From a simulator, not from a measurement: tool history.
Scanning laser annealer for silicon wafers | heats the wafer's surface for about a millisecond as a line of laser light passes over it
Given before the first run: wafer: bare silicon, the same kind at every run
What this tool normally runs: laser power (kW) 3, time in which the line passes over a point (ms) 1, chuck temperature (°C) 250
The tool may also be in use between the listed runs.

run,hour,laser power (kW),time in which the line passes over a point (ms),chuck temperature (°C),highest temperature of the surface (°C)
1,0,3,1,250,995
2,75.6,3,1,250,997
# hour 127: optics aligned, line set to its width
3,138.4,3,1,250,1001
4,192,2.587,1,250,878
5,269.1,2.587,1,220,851
6,305.6,3,0.89,250,956
7,352,3,0.89,250,953
8,395.8,3,0.89,250,955
9,469.3,3,0.89,250,949
10,537,3,1,250,995
11,581.1,3,1,250,991
12,643.1,3,1,250,987
13,690.6,3.01,0.86,282,969
14,744,3.01,0.86,282,964
15,788.7,3.013,0.86,282,968
16,864.4,3.216,1.15,250,1104
# hour 916.5: window over the wafer cleaned
17,946.1,2.809,1.13,276,1017
18,1015.7,3,1.08,250,1026
19,1073.2,2.641,1.07,250,912
20,1124.6,2.641,1.07,250,913
21,1182.1,2.641,1.07,250,913
22,1241.9,2.641,1.07,250,910
23,1279.4,2.68,1.07,250,919

Alternative continuations, all from the tool just after run 23; predict every row:
A,1317,3,1,288,?
B,1317,2.68,0.87,250,?
C,1317,3,1,249,?

run,highest temperature of the surface (°C)
A,1030
B,857
C,991
With no hidden state in the tool, these same runs would have given:
run,highest temperature of the surface (°C)
A,1046
B,871
C,1008
